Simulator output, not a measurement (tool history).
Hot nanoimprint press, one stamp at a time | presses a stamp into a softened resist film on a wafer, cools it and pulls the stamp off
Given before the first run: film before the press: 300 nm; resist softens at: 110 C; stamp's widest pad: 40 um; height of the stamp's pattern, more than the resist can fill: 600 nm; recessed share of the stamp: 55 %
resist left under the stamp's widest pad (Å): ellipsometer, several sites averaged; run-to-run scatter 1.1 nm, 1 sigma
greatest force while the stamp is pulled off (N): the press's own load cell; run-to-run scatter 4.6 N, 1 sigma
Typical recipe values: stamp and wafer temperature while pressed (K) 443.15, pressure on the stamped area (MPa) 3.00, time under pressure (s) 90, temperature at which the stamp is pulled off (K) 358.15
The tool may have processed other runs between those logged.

run	day	stamp and wafer temperature while pressed (K)	pressure on the stamped area (MPa)	time under pressure (s)	temperature at which the stamp is pulled off (K)	resist left under the stamp's widest pad (Å)	greatest force while the stamp is pulled off (N)
1	0.000	443.15	3.00	90	358.15	1654	342
# day 0.629: stamp cleaned and given a new release coat
2	1.492	436.15	3.00	90	358.15	2202	232
3	2.167	443.15	3.00	90	358.15	1655	241
4	2.733	443.15	3.00	90	358.15	1666	242
5	3.779	443.15	3.00	90	358.15	1662	259
6	4.371	443.15	3.00	90	358.15	1658	251
7	5.621	443.15	3.00	90	358.15	1625	261
8	6.854	443.15	3.00	90	350.15	1662	299
9	7.917	443.15	3.00	90	350.15	1631	289
10	9.212	443.15	3.00	90	358.15	1636	280
11	9.925	443.15	3.00	90	358.15	1626	290
12	11.200	440.15	3.00	90	358.15	1865	291
13	11.862	440.15	3.00	90	358.15	1847	292
14	12.792	440.15	3.00	90	358.15	1858	298
15	13.642	440.15	3.00	90	358.15	1865	308

Run 16, settings as shown, results not yet in. Your forecast:
16	14.208	440.15	4.27	90	359.15	?	?

{"run 16": {"resist left under the stamp's widest pad (Å)": 1613, "greatest force while the stamp is pulled off (N)": 303}}
If the tool had no hidden condition, the same run with the same run-to-run variation would have returned resist left under the stamp's widest pad (Å) 1644, greatest force while the stamp is pulled off (N) 220.
